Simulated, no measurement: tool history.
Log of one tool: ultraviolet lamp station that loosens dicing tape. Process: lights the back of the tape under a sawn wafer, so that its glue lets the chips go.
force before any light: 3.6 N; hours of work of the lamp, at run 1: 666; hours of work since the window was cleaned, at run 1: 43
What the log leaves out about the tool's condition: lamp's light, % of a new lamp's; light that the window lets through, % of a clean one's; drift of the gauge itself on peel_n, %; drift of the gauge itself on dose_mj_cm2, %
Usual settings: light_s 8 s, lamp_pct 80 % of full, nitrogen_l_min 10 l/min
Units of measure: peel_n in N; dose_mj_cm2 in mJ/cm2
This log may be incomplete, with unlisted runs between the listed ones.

run     day  light_s  lamp_pct  nitrogen_l_min  hours of work of the lamp  hours of work since the window was cleaned  peel_n  dose_mj_cm2
  1       0        8        80              10                        666                                          43   0.309          464
  2   1.025        8        80              10                        683                                          60   0.317          459
  3   1.675        8        79              10                        694                                          71   0.348          447
  4   2.442        8        79              10                        706                                          83   0.345          450
  5   3.467        8        80              10                        723                                         100   0.337          450
  6   4.046        8        80              10                        732                                         109   0.346          447
  7   4.562       15        80              10                        740                                         118   0.121          841
  8   5.117       15        80               3                        750                                         127   0.261          833
  9    5.95        8        79              10                        763                                         140   0.346          441
 10   6.558        5        80              10                        773                                         150   0.751          276
 11   7.479        5        80              10                        788                                         165    0.76          278
 12   7.992        5        99              14                        796                                         173    0.46          337
 13   8.854        5        80               9                        810                                         187   0.812          271
 14    9.85        6        82               9                        827                                         204   0.627          335
 15  10.433        6        82               9                        836                                         213   0.607          330
 16  11.183       12        96              10                        848                                         225   0.139          776
 17  12.096        4        68               4                        863                                         240   1.747          179
 18  13.029        8        90               4                        878                                         255   0.589          475
 19  13.562        6        86               4                        887                                         264   0.966          340
 20  14.612        6        71               4                        904                                         281   1.158          277

5 ways to go on from here, each from the tool as it stands after run 20. What would each give?
  A  15.188        8        96              13                        913                                         290       ?            ?
  B  15.188        5        84               4                        913                                         290       ?            ?
  C  15.188        8        94               6                        913                                         290       ?            ?
  D  15.188        6        71               6                        913                                         290       ?            ?
  E  15.188        8        90               8                        913                                         290       ?            ?

run  peel_n  dose_mj_cm2
  A   0.219          500
  B   1.185          275
  C   0.425          490
  D   0.995          275
  E   0.371          471
Had the tool no hidden state, the same runs would have come out as:
run  peel_n  dose_mj_cm2
  A   0.135          666
  B   0.842          366
  C   0.246          653
  D   0.674          368
  E   0.217          628
